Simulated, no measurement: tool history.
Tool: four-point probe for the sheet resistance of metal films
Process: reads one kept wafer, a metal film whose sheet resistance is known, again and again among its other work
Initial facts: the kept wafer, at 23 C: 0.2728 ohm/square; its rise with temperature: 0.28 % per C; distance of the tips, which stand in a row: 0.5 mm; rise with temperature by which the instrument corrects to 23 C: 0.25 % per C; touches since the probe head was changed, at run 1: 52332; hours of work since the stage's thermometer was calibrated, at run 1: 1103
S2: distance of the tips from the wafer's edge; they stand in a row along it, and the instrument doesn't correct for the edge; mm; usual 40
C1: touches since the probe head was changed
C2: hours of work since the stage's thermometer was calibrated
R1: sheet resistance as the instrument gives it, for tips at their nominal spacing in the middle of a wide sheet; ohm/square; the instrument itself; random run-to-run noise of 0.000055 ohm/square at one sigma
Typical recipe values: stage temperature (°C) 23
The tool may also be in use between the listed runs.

run 1 hour=0.0 | stage_temperature_(°C)=23 S2=40 | C1=52332 C2=1103 | R1=0.271619
run 2 hour=54.8 | stage_temperature_(°C)=23 S2=40 | C1=54347 C2=1126 | R1=0.271559
run 3 hour=108.2 | stage_temperature_(°C)=23 S2=40 | C1=56312 C2=1149 | R1=0.271603
run 4 hour=169.6 | stage_temperature_(°C)=23 S2=40 | C1=58571 C2=1174 | R1=0.271552
run 5 hour=234.0 | stage_temperature_(°C)=24 S2=40 | C1=60940 C2=1201 | R1=0.271560
run 6 hour=311.9 | stage_temperature_(°C)=24 S2=40 | C1=63806 C2=1234 | R1=0.271495
run 7 hour=355.0 | stage_temperature_(°C)=23 S2=24 | C1=65391 C2=1252 | R1=0.271601
run 8 hour=419.9 | stage_temperature_(°C)=23 S2=11 | C1=67781 C2=1279 | R1=0.271795
run 9 hour=466.4 | stage_temperature_(°C)=23 S2=11 | C1=69491 C2=1299 | R1=0.271726
run 10 hour=540.4 | stage_temperature_(°C)=23 S2=40 | C1=72212 C2=1329 | R1=0.271472
run 11 hour=599.0 | stage_temperature_(°C)=23 S2=40 | C1=74369 C2=1354 | R1=0.271531
run 12 hour=683.1 | stage_temperature_(°C)=30 S2=40 | C1=77463 C2=1389 | R1=0.271790
run 13 hour=757.1 | stage_temperature_(°C)=23 S2=33 | C1=80185 C2=1420 | R1=0.271361
run 14 hour=807.8 | stage_temperature_(°C)=23 S2=33 | C1=82050 C2=1441 | R1=0.271267
run 15 hour=860.8 | stage_temperature_(°C)=19 S2=40 | C1=84000 C2=1464 | R1=0.271116
run 16 hour=936.7 | stage_temperature_(°C)=19 S2=40 | C1=86792 C2=1495 | R1=0.271116
run 17 hour=1037.0 | stage_temperature_(°C)=23 S2=20 | C1=90485 C2=1537 | R1=0.271333
run 18 hour=1121.1 | stage_temperature_(°C)=23 S2=40 | C1=93576 C2=1573 | R1=0.271321
run 19 hour=1181.6 | stage_temperature_(°C)=23 S2=40 | C1=95803 C2=1598 | R1=0.271181
run 20 hour=1228.1 | stage_temperature_(°C)=23 S2=3 | C1=97514 C2=1617 | R1=0.275243
run 21 hour=1305.1 | stage_temperature_(°C)=23 S2=40 | C1=100345 C2=1650 | R1=0.271173
run 22 hour=1354.6 | stage_temperature_(°C)=32 S2=40 | C1=102166 C2=1670 | R1=0.271697
-- hour=1363.3 stage's thermometer calibrated
run 23 hour=1437.5 | stage_temperature_(°C)=26 S2=16 | C1=105201 C2=31 | R1=0.271426
run 24 hour=1536.2 | stage_temperature_(°C)=26 S2=16 | C1=108830 C2=72 | R1=0.271362
run 25 hour=1605.0 | stage_temperature_(°C)=26 S2=16 | C1=111361 C2=101 | R1=0.271461
run 26 hour=1684.9 | stage_temperature_(°C)=26 S2=16 | C1=114300 C2=135 | R1=0.271346
run 27 hour=1779.9 | stage_temperature_(°C)=23 S2=18 | C1=117796 C2=174 | R1=0.271132
-- hour=1856.5 stage's thermometer calibrated, once more
run 28 hour=1858.5 | stage_temperature_(°C)=33 S2=16 | C1=120668 C2=1 | R1=0.271576
run 29 hour=1930.9 | stage_temperature_(°C)=19 S2=6 | C1=123331 C2=31 | R1=0.271678
run 30 hour=2021.7 | stage_temperature_(°C)=19 S2=6 | C1=126674 C2=69 | R1=0.271602
run 31 hour=2067.6 | stage_temperature_(°C)=19 S2=6 | C1=128361 C2=88 | R1=0.271636
run 32 hour=2146.6 | stage_temperature_(°C)=19 S2=10 | C1=131268 C2=121 | R1=0.270876
run 33 hour=2249.5 | stage_temperature_(°C)=33 S2=65 | C1=135052 C2=164 | R1=0.271270
run 34 hour=2351.5 | stage_temperature_(°C)=19 S2=6 | C1=138808 C2=207 | R1=0.271438
run 35 hour=2425.3 | stage_temperature_(°C)=24 S2=39 | C1=141520 C2=238 | R1=0.270750
run 36 hour=2471.2 | stage_temperature_(°C)=19 S2=39 | C1=143208 C2=257 | R1=0.270462
run 37 hour=2570.4 | stage_temperature_(°C)=19 S2=39 | C1=146858 C2=299 | R1=0.270378
run 38 hour=2627.4 | stage_temperature_(°C)=19 S2=39 | C1=148957 C2=323 | R1=0.270399
run 39 hour=2708.7 | stage_temperature_(°C)=19 S2=39 | C1=151946 C2=357 | R1=0.270366
run 40 hour=2767.3 | stage_temperature_(°C)=33 S2=4 | C1=154104 C2=381 | R1=0.273490
run 41 hour=2822.5 | stage_temperature_(°C)=23 S2=28 | C1=156133 C2=404 | R1=0.270562
run 42 hour=2902.4 | stage_temperature_(°C)=23 S2=28 | C1=159072 C2=438 | R1=0.270535
run 43 hour=3000.8 | stage_temperature_(°C)=23 S2=28 | C1=162693 C2=479 | R1=0.270408
run 44 hour=3104.7 | stage_temperature_(°C)=24 S2=30 | C1=166515 C2=522 | R1=0.270540

5 options for the next run, each taken on its own from the tool as it stands now. Forecast them:
run A hour=3189.6 | stage_temperature_(°C)=28 S2=64 | C1=169639 C2=558 | R1=?
run B hour=3189.6 | stage_temperature_(°C)=29 S2=4 | C1=169639 C2=558 | R1=?
run C hour=3189.6 | stage_temperature_(°C)=21 S2=7 | C1=169639 C2=558 | R1=?
run D hour=3189.6 | stage_temperature_(°C)=27 S2=21 | C1=169639 C2=558 | R1=?
run E hour=3189.6 | stage_temperature_(°C)=20 S2=64 | C1=169639 C2=558 | R1=?

run=A R1=0.270806
run=B R1=0.272964
run=C R1=0.271014
run=D R1=0.270661
run=E R1=0.270246
Had the tool no hidden state, the same runs would have come out as:
run=A R1=0.273193
run=B R1=0.275368
run=C R1=0.273401
run=D R1=0.273047
run=E R1=0.272627
